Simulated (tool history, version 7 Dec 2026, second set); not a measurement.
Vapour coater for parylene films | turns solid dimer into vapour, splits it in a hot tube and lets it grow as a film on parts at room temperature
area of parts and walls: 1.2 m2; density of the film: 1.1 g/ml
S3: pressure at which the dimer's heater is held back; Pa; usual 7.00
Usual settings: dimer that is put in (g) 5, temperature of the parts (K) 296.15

{"run": 1, "hour": 0.0, "dimer that is put in (g)": 5, "temperature of the parts (K)": 296.15, "S3": 7.0, "thickness of the film (nm)": 1950}
{"run": 2, "hour": 13.0, "dimer that is put in (g)": 5, "temperature of the parts (K)": 296.15, "S3": 7.0, "thickness of the film (nm)": 1920}
{"run": 3, "hour": 29.1, "dimer that is put in (g)": 5, "temperature of the parts (K)": 296.15, "S3": 7.0, "thickness of the film (nm)": 1940}
{"run": 4, "hour": 47.6, "dimer that is put in (g)": 5, "temperature of the parts (K)": 296.15, "S3": 7.0, "thickness of the film (nm)": 1900}
{"run": 5, "hour": 72.2, "dimer that is put in (g)": 5, "temperature of the parts (K)": 296.15, "S3": 7.0, "thickness of the film (nm)": 1890}
{"run": 6, "hour": 85.3, "dimer that is put in (g)": 5, "temperature of the parts (K)": 296.15, "S3": 6.27, "thickness of the film (nm)": 1880}
{"run": 7, "hour": 100.5, "dimer that is put in (g)": 5, "temperature of the parts (K)": 292.15, "S3": 7.0, "thickness of the film (nm)": 2270}
{"run": 8, "hour": 125.7, "dimer that is put in (g)": 5, "temperature of the parts (K)": 292.15, "S3": 7.0, "thickness of the film (nm)": 2140}
{"run": 9, "hour": 138.2, "dimer that is put in (g)": 5, "temperature of the parts (K)": 296.15, "S3": 7.0, "thickness of the film (nm)": 1870}
{"run": 10, "hour": 153.7, "dimer that is put in (g)": 5, "temperature of the parts (K)": 296.15, "S3": 3.46, "thickness of the film (nm)": 2060}
{"run": 11, "hour": 165.7, "dimer that is put in (g)": 5, "temperature of the parts (K)": 298.15, "S3": 7.0, "thickness of the film (nm)": 1720}
{"run": 12, "hour": 180.5, "dimer that is put in (g)": 5, "temperature of the parts (K)": 296.15, "S3": 4.91, "thickness of the film (nm)": 1980}
{"run": 13, "hour": 199.6, "dimer that is put in (g)": 5, "temperature of the parts (K)": 296.15, "S3": 4.91, "thickness of the film (nm)": 1950}
{"run": 14, "hour": 216.1, "dimer that is put in (g)": 5, "temperature of the parts (K)": 296.15, "S3": 4.91, "thickness of the film (nm)": 1930}
{"run": 15, "hour": 241.7, "dimer that is put in (g)": 5, "temperature of the parts (K)": 296.15, "S3": 4.91, "thickness of the film (nm)": 1950}
{"run": 16, "hour": 254.3, "dimer that is put in (g)": 5, "temperature of the parts (K)": 296.15, "S3": 4.91, "thickness of the film (nm)": 1940}
{"run": 17, "hour": 276.2, "dimer that is put in (g)": 5, "temperature of the parts (K)": 296.15, "S3": 4.91, "thickness of the film (nm)": 1950}
{"run": 18, "hour": 297.6, "dimer that is put in (g)": 5, "temperature of the parts (K)": 296.15, "S3": 7.0, "thickness of the film (nm)": 1880}
{"run": 19, "hour": 317.8, "dimer that is put in (g)": 9, "temperature of the parts (K)": 296.15, "S3": 7.0, "thickness of the film (nm)": 3350}
{"run": 20, "hour": 330.0, "dimer that is put in (g)": 9, "temperature of the parts (K)": 296.15, "S3": 7.0, "thickness of the film (nm)": 3330}
{"run": 21, "hour": 353.3, "dimer that is put in (g)": 2, "temperature of the parts (K)": 296.15, "S3": 7.0, "thickness of the film (nm)": 760}
{"run": 22, "hour": 369.0, "dimer that is put in (g)": 5, "temperature of the parts (K)": 306.15, "S3": 7.0, "thickness of the film (nm)": 1300}
{"run": 23, "hour": 387.1, "dimer that is put in (g)": 5, "temperature of the parts (K)": 296.15, "S3": 7.0, "thickness of the film (nm)": 1840}
{"run": 24, "hour": 413.4, "dimer that is put in (g)": 2, "temperature of the parts (K)": 296.15, "S3": 7.0, "thickness of the film (nm)": 690}
{"run": 25, "hour": 429.9, "dimer that is put in (g)": 8, "temperature of the parts (K)": 292.15, "S3": 10.11, "thickness of the film (nm)": 3190}
{"run": 26, "hour": 444.5, "dimer that is put in (g)": 8, "temperature of the parts (K)": 292.15, "S3": 10.11, "thickness of the film (nm)": 3160}
{"hour": 460.5, "done": "trap's valve overhauled"}
{"run": 27, "hour": 461.7, "dimer that is put in (g)": 3, "temperature of the parts (K)": 296.15, "S3": 11.78, "thickness of the film (nm)": 1070}
{"run": 28, "hour": 476.4, "dimer that is put in (g)": 6, "temperature of the parts (K)": 296.15, "S3": 10.81, "thickness of the film (nm)": 2190}
{"run": 29, "hour": 504.9, "dimer that is put in (g)": 5, "temperature of the parts (K)": 292.15, "S3": 2.26, "thickness of the film (nm)": 2570}
{"run": 30, "hour": 532.1, "dimer that is put in (g)": 5, "temperature of the parts (K)": 292.15, "S3": 2.26, "thickness of the film (nm)": 2550}
{"run": 31, "hour": 549.6, "dimer that is put in (g)": 2, "temperature of the parts (K)": 304.15, "S3": 5.26, "thickness of the film (nm)": 590}
{"run": 32, "hour": 573.1, "dimer that is put in (g)": 2, "temperature of the parts (K)": 304.15, "S3": 5.26, "thickness of the film (nm)": 590}
{"run": 33, "hour": 593.3, "dimer that is put in (g)": 4, "temperature of the parts (K)": 289.15, "S3": 4.03, "thickness of the film (nm)": 2070}
{"run": 34, "hour": 609.0, "dimer that is put in (g)": 7, "temperature of the parts (K)": 305.15, "S3": 6.43, "thickness of the film (nm)": 1970}
{"run": 35, "hour": 630.3, "dimer that is put in (g)": 6, "temperature of the parts (K)": 294.15, "S3": 7.0, "thickness of the film (nm)": 2420}
{"run": 36, "hour": 644.7, "dimer that is put in (g)": 3, "temperature of the parts (K)": 290.15, "S3": 2.81, "thickness of the film (nm)": 1590}
{"run": 37, "hour": 662.3, "dimer that is put in (g)": 5, "temperature of the parts (K)": 296.15, "S3": 4.7, "thickness of the film (nm)": 1980}
{"run": 38, "hour": 690.5, "dimer that is put in (g)": 5, "temperature of the parts (K)": 296.15, "S3": 4.7, "thickness of the film (nm)": 1930}
{"run": 39, "hour": 704.4, "dimer that is put in (g)": 8, "temperature of the parts (K)": 293.15, "S3": 4.7, "thickness of the film (nm)": 3540}
{"run": 40, "hour": 727.4, "dimer that is put in (g)": 8, "temperature of the parts (K)": 293.15, "S3": 4.7, "thickness of the film (nm)": 3510}
{"run": 41, "hour": 746.4, "dimer that is put in (g)": 2, "temperature of the parts (K)": 304.15, "S3": 2.48, "thickness of the film (nm)": 650}
{"run": 42, "hour": 770.8, "dimer that is put in (g)": 2, "temperature of the parts (K)": 304.15, "S3": 2.48, "thickness of the film (nm)": 610}
{"run": 43, "hour": 796.4, "dimer that is put in (g)": 5, "temperature of the parts (K)": 297.15, "S3": 2.08, "thickness of the film (nm)": 2100}
{"run": 44, "hour": 815.9, "dimer that is put in (g)": 5, "temperature of the parts (K)": 291.15, "S3": 2.84, "thickness of the film (nm)": 2470}
{"run": 45, "hour": 827.6, "dimer that is put in (g)": 5, "temperature of the parts (K)": 291.15, "S3": 2.84, "thickness of the film (nm)": 2460}
{"run": 46, "hour": 845.2, "dimer that is put in (g)": 5, "temperature of the parts (K)": 291.15, "S3": 2.84, "thickness of the film (nm)": 2450}
{"run": 47, "hour": 867.4, "dimer that is put in (g)": 4, "temperature of the parts (K)": 301.15, "S3": 4.57, "thickness of the film (nm)": 1300}

Some steps in thickness of the film (nm) between neighbouring runs. How much of each would the tool show without its hidden state too (settings, what came in, random variation), and how much is left for the hidden state, with any gauge scatter that isn't in both results?
The hidden state here: vapour lost through the trap's worn valve, %; true temperature of the parts over the reading, C; drift of the gauge itself on film_um, %.
Run 20 -> 21: dimer that is put in (g) 9 -> 2. thickness of the film (nm) -2570: hidden state +180, all else -2750.
Run 24 -> 25: dimer that is put in (g) 2 -> 8, temperature of the parts (K) 296.15 -> 292.15, S3 7.00 -> 10.11. thickness of the film (nm) +2500: hidden state -200, all else +2700.
Run 26 -> 27: dimer that is put in (g) 8 -> 3, temperature of the parts (K) 292.15 -> 296.15, S3 10.11 -> 11.78, trap's valve overhauled. thickness of the film (nm) -2090: hidden state +220, all else -2310.
Run 40 -> 41: dimer that is put in (g) 8 -> 2, temperature of the parts (K) 293.15 -> 304.15, S3 4.70 -> 2.48. thickness of the film (nm) -2860: hidden state +190, all else -3050.
